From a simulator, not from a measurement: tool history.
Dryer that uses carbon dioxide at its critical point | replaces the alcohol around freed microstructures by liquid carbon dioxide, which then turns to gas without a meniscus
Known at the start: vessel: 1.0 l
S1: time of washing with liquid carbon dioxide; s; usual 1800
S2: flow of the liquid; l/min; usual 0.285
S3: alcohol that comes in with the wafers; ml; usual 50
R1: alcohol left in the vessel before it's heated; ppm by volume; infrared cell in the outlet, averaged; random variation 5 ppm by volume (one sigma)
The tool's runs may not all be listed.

run  hour    S1     S2  S3   R1
  1     0  1800  0.285  50   87
  2   5.3  1800  0.285  50   93
  3  13.3  1800  0.285  50   88
  4  17.6  1800  0.285  50   92
  5  26.2  1800  0.434  50   25
  6  31.5  1800  0.434  34   22
  7  38.7  1800  0.285  50   93
  8  43.8  1800  0.285  50   99
  9  50.6  1800  0.285  50   96
 10  56.5  1440  0.285  22  157
 11  61.8  1080   0.28  22  527
 12  70.6  1380  0.324  20   92
 13  75.8  1380  0.441  54   45
 14  79.9  2280  0.301  63   39
 15  85.8  1500  0.285  79  433
 16  89.6  1260  0.298  50  509
     93.8  -- inlet filter changed
 17  98.1  1560  0.263  48  134

Forecast run 18:
 18  103.9  1140  0.245  54   ?

R1: 913 ppm by volume
Without the tool's hidden state the same run would have given R1 873 ppm by volume.
